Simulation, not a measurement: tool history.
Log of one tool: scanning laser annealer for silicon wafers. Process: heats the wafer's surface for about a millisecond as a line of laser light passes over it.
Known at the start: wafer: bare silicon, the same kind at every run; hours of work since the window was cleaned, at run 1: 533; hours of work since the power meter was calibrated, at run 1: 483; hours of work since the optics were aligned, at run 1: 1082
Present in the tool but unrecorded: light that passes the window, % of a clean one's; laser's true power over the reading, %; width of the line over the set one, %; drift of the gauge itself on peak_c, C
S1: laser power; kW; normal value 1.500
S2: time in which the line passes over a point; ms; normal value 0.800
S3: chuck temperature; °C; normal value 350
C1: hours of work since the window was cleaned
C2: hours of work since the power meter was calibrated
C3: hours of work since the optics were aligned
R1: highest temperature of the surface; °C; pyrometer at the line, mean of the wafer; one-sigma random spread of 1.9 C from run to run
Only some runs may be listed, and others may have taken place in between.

run	hour	S1	S2	S3	C1	C2	C3	R1
1	0.0	1.500	0.800	350	533	483	1082	1086
2	58.4	1.500	0.800	350	564	514	1114	1089
3	93.5	1.482	0.800	350	583	533	1133	1079
4	144.8	1.482	0.572	350	610	561	1160	948
5	204.2	1.500	0.800	350	642	593	1192	1081
6	259.4	1.500	0.800	323	672	622	1222	1057
7	301.2	1.500	0.800	323	694	645	1244	1057
8	357.2	1.500	0.800	323	724	675	1274	1060
# hour 403.1: window over the wafer cleaned
9	416.5	1.500	0.800	323	7	705	1305	1060
10	454.5	1.500	0.800	323	28	726	1325	1058
11	494.7	1.500	0.800	350	49	747	1347	1086
12	562.1	1.500	0.800	350	85	784	1383	1087
13	609.9	1.500	0.800	350	111	809	1409	1084
# hour 669.6: optics aligned, line set to its width
14	680.5	1.500	0.800	386	146	844	6	1122
15	715.5	1.500	0.800	350	165	863	25	1085
16	758.3	1.500	0.971	350	188	886	48	1173
17	798.8	1.500	0.971	350	210	908	69	1176
18	832.2	1.500	0.800	350	228	926	87	1085
19	892.9	1.500	0.800	350	260	958	120	1087
20	947.6	1.500	0.800	350	289	988	149	1085
21	994.4	1.500	0.785	350	315	1013	174	1080
22	1047.7	1.429	0.800	339	343	1041	203	1041
23	1099.7	1.324	0.815	386	371	1069	231	1046
24	1129.2	1.322	0.809	329	387	1085	247	988
25	1196.9	1.594	0.688	352	423	1122	283	1066
26	1231.2	1.406	0.684	334	442	1140	301	964
27	1260.3	1.406	0.684	334	457	1156	317	965
28	1327.4	1.500	0.800	366	493	1192	353	1101
29	1355.4	1.500	0.800	366	508	1207	368	1103
30	1385.7	1.500	0.800	366	525	1223	384	1106
31	1419.7	1.500	0.800	366	543	1241	403	1101
32	1452.4	1.500	0.800	366	560	1259	420	1100
33	1501.0	1.500	0.800	366	586	1285	446	1101
34	1560.4	1.470	0.704	350	618	1317	478	1020
35	1594.3	1.470	0.704	350	637	1335	496	1020
36	1650.2	1.464	0.704	333	667	1365	526	1001
37	1699.8	1.464	0.704	333	693	1391	553	1001
38	1739.5	1.500	0.637	365	714	1413	574	1007
39	1770.3	1.500	0.637	365	731	1429	591	1008
# hour 1802.9: window over the wafer cleaned
40	1816.5	1.350	0.936	350	7	1453	614	1076
41	1860.7	1.350	0.936	350	31	1477	638	1080

For each entry between runs, how does the tool's hidden state at the last listed run before it compare with that at the first listed run after it?
Runs 8 to 9: window over the wafer cleaned (hour 403.1)
  light that passes the window, % of a clean one's: 99.95 -> 100
Runs 13 to 14: optics aligned, line set to its width (hour 669.6)
  width of the line over the set one, %: 0.03 -> 0.01
Runs 39 to 40: window over the wafer cleaned (hour 1802.9)
  light that passes the window, % of a clean one's: 99.95 -> 99.99

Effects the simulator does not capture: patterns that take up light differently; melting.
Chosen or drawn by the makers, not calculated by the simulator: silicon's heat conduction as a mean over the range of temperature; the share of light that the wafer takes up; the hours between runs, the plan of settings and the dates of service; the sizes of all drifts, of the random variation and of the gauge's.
